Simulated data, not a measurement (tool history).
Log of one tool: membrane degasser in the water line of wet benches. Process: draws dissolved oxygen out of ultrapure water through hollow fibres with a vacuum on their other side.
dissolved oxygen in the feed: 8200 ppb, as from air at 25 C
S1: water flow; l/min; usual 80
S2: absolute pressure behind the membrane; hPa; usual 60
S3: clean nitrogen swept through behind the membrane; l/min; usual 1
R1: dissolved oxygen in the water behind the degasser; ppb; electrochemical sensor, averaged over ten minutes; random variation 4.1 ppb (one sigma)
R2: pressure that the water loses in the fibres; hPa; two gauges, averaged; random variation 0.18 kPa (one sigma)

Run 1, hour 0: usual settings. Result: R1 423.5 ppb, R2 298.7 hPa.
Run 2, hour 307.4: usual settings. Result: R1 416.8 ppb, R2 298.9 hPa.
Run 3, hour 595.3: usual settings. Result: R1 410.6 ppb, R2 298.7 hPa.
Run 4, hour 797.9: usual settings. Result: R1 409.5 ppb, R2 303.3 hPa.
Run 5, hour 997.4: usual settings. Result: R1 416.2 ppb, R2 302.6 hPa.
Run 6, hour 1248.7: usual settings. Result: R1 411.3 ppb, R2 299.9 hPa.
Run 7, hour 1443.2: usual settings. Result: R1 419.3 ppb, R2 300.7 hPa.
Run 8, hour 1756.8: usual settings. Result: R1 410.9 ppb, R2 301.8 hPa.
Run 9, hour 1942.8: usual settings. Result: R1 417.8 ppb, R2 300.3 hPa.
Run 10, hour 2118.6: usual settings. Result: R1 413.4 ppb, R2 303.9 hPa.
Run 11, hour 2351: usual settings. Result: R1 413.4 ppb, R2 302.8 hPa.
Run 12, hour 2559.9: usual settings but S1 75 l/min. Result: R1 386.5 ppb, R2 281.2 hPa.
Run 13, hour 2843: usual settings but S1 75 l/min, S2 99.2 hPa. Result: R1 840.2 ppb, R2 283.2 hPa.
Run 14, hour 3091: usual settings but S3 0.71 l/min. Result: R1 502.2 ppb, R2 299.5 hPa.
Run 15, hour 3333.7: usual settings but S3 0.71 l/min. Result: R1 498.1 ppb, R2 299.8 hPa.
Run 16, hour 3520: usual settings but S3 0.71 l/min. Result: R1 492.3 ppb, R2 302.2 hPa.
Run 17, hour 3720.1: usual settings but S1 62 l/min, S3 0.98 l/min. Result: R1 322.6 ppb, R2 234.1 hPa.
Run 18, hour 4068: usual settings but S1 82 l/min, S2 138 hPa, S3 0.43 l/min. Result: R1 2056 ppb, R2 307.9 hPa.
Run 19, hour 4305.3: usual settings but S1 108 l/min, S2 82.7 hPa. Result: R1 902.4 ppb, R2 403.8 hPa.
Run 20, hour 4508.2: usual settings but S3 1.42 l/min. Result: R1 336.1 ppb, R2 300.1 hPa.
Run 21, hour 4810.1: usual settings but S1 86 l/min, S2 67.5 hPa, S3 1.63 l/min. Result: R1 409.8 ppb, R2 323.4 hPa.
Run 22, hour 5129.2: usual settings but S1 55 l/min, S2 98.3 hPa. Result: R1 641.6 ppb, R2 206.3 hPa.
Run 23, hour 5477.1: usual settings but S1 55 l/min, S2 98.3 hPa. Result: R1 641 ppb, R2 210.4 hPa.
Run 24, hour 5830.1: usual settings but S1 55 l/min, S2 98.3 hPa. Result: R1 653.7 ppb, R2 208.6 hPa.
Run 25, hour 6058.6: usual settings but S1 127 l/min, S2 43.4 hPa. Result: R1 443 ppb, R2 480.5 hPa.
Run 26, hour 6263.9: usual settings but S1 67 l/min, S2 43.4 hPa, S3 1.15 l/min. Result: R1 147.3 ppb, R2 252.6 hPa.
Run 27, hour 6518.5: usual settings but S1 60 l/min, S2 49.4 hPa, S3 1.73 l/min. Result: R1 140.8 ppb, R2 228.2 hPa.
Run 28, hour 6751.9: usual settings but S1 60 l/min, S2 49.4 hPa, S3 1.73 l/min. Result: R1 138 ppb, R2 225.7 hPa.
Run 29, hour 7097.8: usual settings but S1 126 l/min, S2 123 hPa, S3 1.73 l/min. Result: R1 1246.5 ppb, R2 477.2 hPa.
Run 30, hour 7364.3: usual settings but S1 95 l/min, S3 0.9 l/min. Result: R1 524.9 ppb, R2 356.3 hPa.
Run 31, hour 7555.9: usual settings but S1 83 l/min, S2 138.2 hPa. Result: R1 1349.2 ppb, R2 312.6 hPa.
Run 32, hour 7722.3: usual settings but S1 83 l/min, S2 138.2 hPa. Result: R1 1326.7 ppb, R2 316.1 hPa.

Not shown: 3 entries that the log had between the listed runs. Between which runs, and how does the tool's hidden state differ before and after?
Between runs 3 and 4: vacuum gauge calibrated (hour 701.9)
  no hidden state differs between the two runs
Between runs 14 and 15: seals of the vacuum lines changed (hour 3333.7)
  air that leaks in behind the membrane, l/min: 0.0022 -> 0.002
Between runs 20 and 21: vacuum gauge calibrated (hour 4697.8)
  no hidden state differs between the two runs

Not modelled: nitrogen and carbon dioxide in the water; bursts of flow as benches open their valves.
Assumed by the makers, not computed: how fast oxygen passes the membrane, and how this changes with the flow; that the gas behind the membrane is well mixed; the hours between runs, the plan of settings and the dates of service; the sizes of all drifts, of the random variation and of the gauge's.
